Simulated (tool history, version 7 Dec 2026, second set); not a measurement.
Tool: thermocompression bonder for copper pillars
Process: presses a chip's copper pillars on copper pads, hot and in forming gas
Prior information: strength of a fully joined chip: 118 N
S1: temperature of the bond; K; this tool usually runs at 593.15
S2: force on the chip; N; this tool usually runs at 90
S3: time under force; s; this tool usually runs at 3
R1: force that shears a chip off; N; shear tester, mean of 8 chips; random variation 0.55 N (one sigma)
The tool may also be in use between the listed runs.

run 1 hour=0 | S1=593.15 S2=90 S3=3 | R1=85
run 2 hour=31.7 | S1=593.15 S2=90 S3=3 | R1=84.5
run 3 hour=78 | S1=593.15 S2=90 S3=3 | R1=84.2
run 4 hour=116 | S1=593.15 S2=90 S3=3 | R1=83.8
run 5 hour=154 | S1=593.15 S2=90 S3=3 | R1=84.4
run 6 hour=197.8 | S1=593.15 S2=90 S3=3 | R1=84.6
run 7 hour=241.1 | S1=614.15 S2=90 S3=3 | R1=98
run 8 hour=297.7 | S1=593.15 S2=90 S3=3 | R1=83.5
run 9 hour=322.2 | S1=593.15 S2=90 S3=3 | R1=84.1
run 10 hour=376.9 | S1=593.15 S2=90 S3=3 | R1=83.3
run 11 hour=410.2 | S1=593.15 S2=90 S3=3 | R1=84.2
run 12 hour=459.6 | S1=593.15 S2=90 S3=3 | R1=84.1
run 13 hour=504.7 | S1=622.15 S2=90 S3=3 | R1=103.3
-- hour=519.2 forming gas filter changed
run 14 hour=549.3 | S1=622.15 S2=90 S3=3 | R1=103.4
run 15 hour=592 | S1=622.15 S2=90 S3=3 | R1=103.9
run 16 hour=639.3 | S1=622.15 S2=111 S3=3 | R1=108.1
run 17 hour=693.5 | S1=622.15 S2=111 S3=3 | R1=109
run 18 hour=752 | S1=622.15 S2=111 S3=3 | R1=108.7
run 19 hour=786 | S1=622.15 S2=111 S3=3 | R1=107.9
run 20 hour=822.9 | S1=593.15 S2=90 S3=3 | R1=84.2
run 21 hour=880 | S1=592.15 S2=85 S3=2 | R1=71.9
run 22 hour=919 | S1=621.15 S2=57 S3=2 | R1=75.2
run 23 hour=948.9 | S1=621.15 S2=57 S3=2 | R1=75.2
run 24 hour=1006.4 | S1=593.15 S2=70 S3=4 | R1=78.5
run 25 hour=1063.2 | S1=593.15 S2=70 S3=4 | R1=78
run 26 hour=1088.5 | S1=564.15 S2=117 S3=2 | R1=63.6
run 27 hour=1132.5 | S1=593.15 S2=76 S3=3 | R1=76.8
run 28 hour=1181.1 | S1=618.15 S2=104 S3=3 | R1=106.6
-- hour=1197.5 forming gas filter changed
run 29 hour=1212.9 | S1=593.15 S2=113 S3=3 | R1=93.6
run 30 hour=1241.6 | S1=589.15 S2=113 S3=2 | R1=83.2
run 31 hour=1291.5 | S1=593.15 S2=67 S3=6 | R1=84.5
run 32 hour=1349.1 | S1=581.15 S2=122 S3=2 | R1=81
run 33 hour=1375.7 | S1=603.15 S2=122 S3=2 | R1=96.3
run 34 hour=1402.9 | S1=593.15 S2=63 S3=2 | R1=58.8
run 35 hour=1447 | S1=593.15 S2=63 S3=2 | R1=58.9
run 36 hour=1488.8 | S1=593.15 S2=63 S3=2 | R1=59
run 37 hour=1513.8 | S1=593.15 S2=63 S3=2 | R1=60.6
run 38 hour=1552.5 | S1=593.15 S2=63 S3=2 | R1=59.8
run 39 hour=1610.7 | S1=593.15 S2=63 S3=2 | R1=59.3
run 40 hour=1651.9 | S1=593.15 S2=68 S3=3 | R1=71.1

Branching from run 40: 3 alternative next runs. What would each branch give?
run A hour=1708.7 | S1=576.15 S2=93 S3=6 | R1=?
run B hour=1708.7 | S1=581.15 S2=74 S3=5 | R1=?
run C hour=1708.7 | S1=609.15 S2=127 S3=3 | R1=?

run=A R1=87.3
run=B R1=77
run=C R1=106.8
Without the tool's unlogged condition, the same runs would have read:
run=A R1=87.4
run=B R1=77.1
run=C R1=107
